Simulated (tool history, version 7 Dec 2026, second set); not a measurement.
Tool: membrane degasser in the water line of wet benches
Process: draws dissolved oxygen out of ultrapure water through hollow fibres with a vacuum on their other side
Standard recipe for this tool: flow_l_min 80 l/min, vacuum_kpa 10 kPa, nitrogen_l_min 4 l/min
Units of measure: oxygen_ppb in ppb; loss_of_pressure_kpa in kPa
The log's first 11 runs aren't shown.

run    hour  flow_l_min  vacuum_kpa  nitrogen_l_min  oxygen_ppb  loss_of_pressure_kpa
 12  2439.2          80          10            7.19       194.2                 38.12
 13  2638.3          80          10            7.19       195.3                 38.15
 14  2763.7         102          10               4       399.8                 48.67
 15  2914.4          88          10               4       344.8                 41.94
 16  3040.6          88         7.2               4       218.9                 42.14
 17  3167.1         123         7.2           11.98       153.7                 59.08
     3340.2  -- membrane cartridge changed
 18  3441.3          49          10            7.83       107.1                  22.1
 19  3741.3          80          21               4       745.6                 36.28
 20  3928.9          80          21               4       747.2                 36.29
 21  4161.9          80        10.8            2.39         522                 35.83
 22  4299.6         107         9.7               4       394.1                 48.41
 23  4603.9          78          10            6.25       211.7                 35.06
 24  4900.1          78          10            6.25       211.1                 35.78
     5023.1  -- seals of the vacuum lines changed
 25  5120.5          78          10            6.25       211.5                 35.35
 26  5267.5          78          10            6.25       210.3                  35.5
 27    5490         112        15.4             6.6       487.9                 50.68
 28  5791.1         112        15.4             9.6       359.8                 50.92
 29  6066.6         120         6.5            1.82       438.2                  54.3

For run 30, what comes out?
 30  6353.5         120         6.5            1.82           ?                     ?

Run 30 yielded oxygen_ppb 435.2 ppb, loss_of_pressure_kpa 54.75 kPa.
If the tool had no hidden condition, the same run with the same run-to-run variation would have returned oxygen_ppb 404.1 ppb, loss_of_pressure_kpa 53.99 kPa.
